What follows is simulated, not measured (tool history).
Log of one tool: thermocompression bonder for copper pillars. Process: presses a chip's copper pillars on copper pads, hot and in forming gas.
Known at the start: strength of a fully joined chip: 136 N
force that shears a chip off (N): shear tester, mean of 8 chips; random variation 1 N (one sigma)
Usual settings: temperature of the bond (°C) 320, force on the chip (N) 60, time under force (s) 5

| run | hour | temperature of the bond (°C) | force on the chip (N) | time under force (s) | force that shears a chip off (N) |
|---|---|---|---|---|---|
| 1 | 0 | 320 | 60 | 5 | 87.6 |
| 2 | 28.9 | 320 | 64 | 5 | 93.4 |
| 3 | 65.5 | 320 | 64 | 5 | 92.3 |
| 4 | 102.6 | 320 | 64 | 5 | 92.8 |
| 5 | 140.2 | 320 | 64 | 5 | 92.7 |
| 6 | 180.3 | 320 | 60 | 5 | 88.3 |
| 7 | 198.3 | 320 | 60 | 5 | 88.2 |
| 8 | 226.9 | 291 | 60 | 5 | 66.6 |
| 9 | 252.3 | 291 | 60 | 5 | 69.3 |
| 10 | 274.3 | 291 | 60 | 5 | 69.6 |
| 11 | 304.3 | 291 | 60 | 5 | 69.9 |
| 12 | 329 | 306 | 60 | 11 | 99.4 |
| 13 | 350.7 | 323 | 39 | 14 | 85.7 |
|  | 353.6 | forming gas filter changed |
| 14 | 381.2 | 323 | 39 | 14 | 84.3 |
| 15 | 410.8 | 323 | 39 | 5 | 59.9 |
| 16 | 447.9 | 294 | 85 | 11 | 115.8 |
| 17 | 486.4 | 301 | 47 | 6 | 62.2 |
| 18 | 517.7 | 320 | 54 | 3 | 68.1 |
| 19 | 553.9 | 311 | 67 | 9 | 103.8 |
| 20 | 583.7 | 311 | 67 | 9 | 106.3 |

Run 21 comes next. What will it give?
| 21 | 602 | 311 | 67 | 9 | ? |

force that shears a chip off (N): 105.8
Without the tool's hidden state the same run would have given force that shears a chip off (N) 105.9.
